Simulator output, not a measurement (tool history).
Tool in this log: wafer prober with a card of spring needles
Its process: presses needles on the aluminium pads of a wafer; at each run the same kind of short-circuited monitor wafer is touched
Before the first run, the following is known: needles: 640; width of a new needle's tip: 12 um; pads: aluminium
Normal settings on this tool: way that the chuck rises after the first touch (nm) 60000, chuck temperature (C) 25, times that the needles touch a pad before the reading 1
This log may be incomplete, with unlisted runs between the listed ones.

run,hour,way that the chuck rises after the first touch (nm),chuck temperature (C),times that the needles touch a pad before the reading,resistance of one needle with its contact and lead (mohm),way that a needle slides on the pad (nm)
1,0.0,60000,25,1,265,10320
# hour 7.6: tips cleaned on abrasive film
# hour 20.0: tips cleaned on abrasive film
2,27.6,60000,25,1,279,10280
# hour 32.4: tips cleaned on abrasive film
# hour 44.9: tips cleaned on abrasive film
3,50.5,60000,25,1,266,10200
# hour 57.4: tips cleaned on abrasive film
# hour 69.0: tips cleaned on abrasive film
# hour 80.9: tips cleaned on abrasive film
# hour 88.3: height of the first contact set anew
4,90.1,60000,25,2,266,10120
# hour 92.5: tips cleaned on abrasive film
# hour 103.8: tips cleaned on abrasive film
5,110.1,60000,25,2,254,10070
# hour 115.2: tips cleaned on abrasive film
# hour 127.0: tips cleaned on abrasive film
# hour 139.1: tips cleaned on abrasive film
# hour 150.8: tips cleaned on abrasive film
6,153.6,60000,25,2,254,9980
# hour 162.6: tips cleaned on abrasive film
# hour 172.9: tips cleaned on abrasive film
7,172.9,60000,25,1,243,9940
# hour 185.1: tips cleaned on abrasive film
# hour 197.2: tips cleaned on abrasive film
# hour 209.8: tips cleaned on abrasive film
# hour 214.8: height of the first contact set anew, once more
8,214.8,60000,25,1,272,10530
# hour 221.8: tips cleaned on abrasive film
# hour 233.5: tips cleaned on abrasive film
9,241.2,69000,25,1,272,12000
# hour 243.8: tips cleaned on abrasive film
# hour 256.2: tips cleaned on abrasive film
# hour 268.3: tips cleaned on abrasive film
10,269.2,60000,25,3,241,10330
# hour 279.1: tips cleaned on abrasive film
# hour 290.7: tips cleaned on abrasive film
11,294.4,60000,25,3,251,10310
# hour 302.0: tips cleaned on abrasive film
# hour 313.9: tips cleaned on abrasive film
# hour 324.0: tips cleaned on abrasive film
12,325.7,60000,25,3,243,10290
# hour 335.3: tips cleaned on abrasive film
# hour 347.9: tips cleaned on abrasive film
13,354.0,60000,46,1,285,10260
# hour 358.9: tips cleaned on abrasive film
# hour 370.5: tips cleaned on abrasive film
14,373.9,60000,25,1,264,10160
# hour 381.0: tips cleaned on abrasive film
# hour 388.3: height of the first contact set anew
# hour 392.2: tips cleaned on abrasive film
# hour 404.4: tips cleaned on abrasive film
15,411.7,42000,50,2,306,7300
# hour 416.5: tips cleaned on abrasive film
# hour 428.9: tips cleaned on abrasive film
# hour 440.9: tips cleaned on abrasive film
16,443.8,60000,30,1,259,10410
# hour 453.5: tips cleaned on abrasive film
# hour 465.3: tips cleaned on abrasive film
17,473.2,60000,55,2,275,10360
# hour 475.8: tips cleaned on abrasive film
# hour 487.5: tips cleaned on abrasive film
# hour 499.2: tips cleaned on abrasive film
# hour 511.5: tips cleaned on abrasive film
18,516.9,60000,53,2,269,10270
# hour 522.0: tips cleaned on abrasive film
# hour 534.2: tips cleaned on abrasive film
19,539.2,44000,46,1,322,7410
# hour 546.3: tips cleaned on abrasive film
# hour 556.4: tips cleaned on abrasive film
20,558.7,67000,82,1,264,11370
# hour 563.7: height of the first contact set anew
# hour 568.8: tips cleaned on abrasive film
# hour 580.1: tips cleaned on abrasive film
# hour 590.2: tips cleaned on abrasive film
21,597.8,60000,25,1,289,10440
# hour 600.4: tips cleaned on abrasive film
# hour 612.0: tips cleaned on abrasive film
# hour 623.4: tips cleaned on abrasive film
# hour 635.6: tips cleaned on abrasive film
22,639.3,60000,25,1,268,10330
# hour 646.9: tips cleaned on abrasive film
# hour 658.9: tips cleaned on abrasive film
# hour 670.1: tips cleaned on abrasive film
# hour 680.2: tips cleaned on abrasive film
23,681.6,60000,88,2,270,10270
# hour 691.2: tips cleaned on abrasive film
# hour 703.2: tips cleaned on abrasive film
# hour 713.3: tips cleaned on abrasive film
# hour 723.9: tips cleaned on abrasive film
24,723.9,77000,75,1,251,13210
# hour 734.0: tips cleaned on abrasive film
# hour 738.6: height of the first contact set anew
# hour 746.2: tips cleaned on abrasive film
# hour 758.5: tips cleaned on abrasive film
25,758.5,60000,80,1,259,10430
# hour 770.7: tips cleaned on abrasive film
# hour 782.6: tips cleaned on abrasive film
26,787.8,60000,25,2,270,10420
# hour 794.4: tips cleaned on abrasive film
# hour 805.8: tips cleaned on abrasive film
# hour 818.3: tips cleaned on abrasive film
27,818.6,60000,108,1,272,10340

Each row is a separate what-if for the run after 27, all from the same tool condition, not one after another. Results?
# hour 829.9: tips cleaned on abrasive film
# hour 841.4: tips cleaned on abrasive film
# hour 851.5: tips cleaned on abrasive film
A,852.6,75000,25,2,?,?
# hour 829.9: tips cleaned on abrasive film
# hour 841.4: tips cleaned on abrasive film
# hour 851.5: tips cleaned on abrasive film
B,852.6,70000,108,3,?,?
# hour 829.9: tips cleaned on abrasive film
# hour 841.4: tips cleaned on abrasive film
# hour 851.5: tips cleaned on abrasive film
C,852.6,52000,40,2,?,?

run,resistance of one needle with its contact and lead (mohm),way that a needle slides on the pad (nm)
A,238,12910
B,260,12020
C,254,8910
Without the tool's hidden state the same runs would have given:
run,resistance of one needle with its contact and lead (mohm),way that a needle slides on the pad (nm)
A,228,13100
B,250,12220
C,235,9100
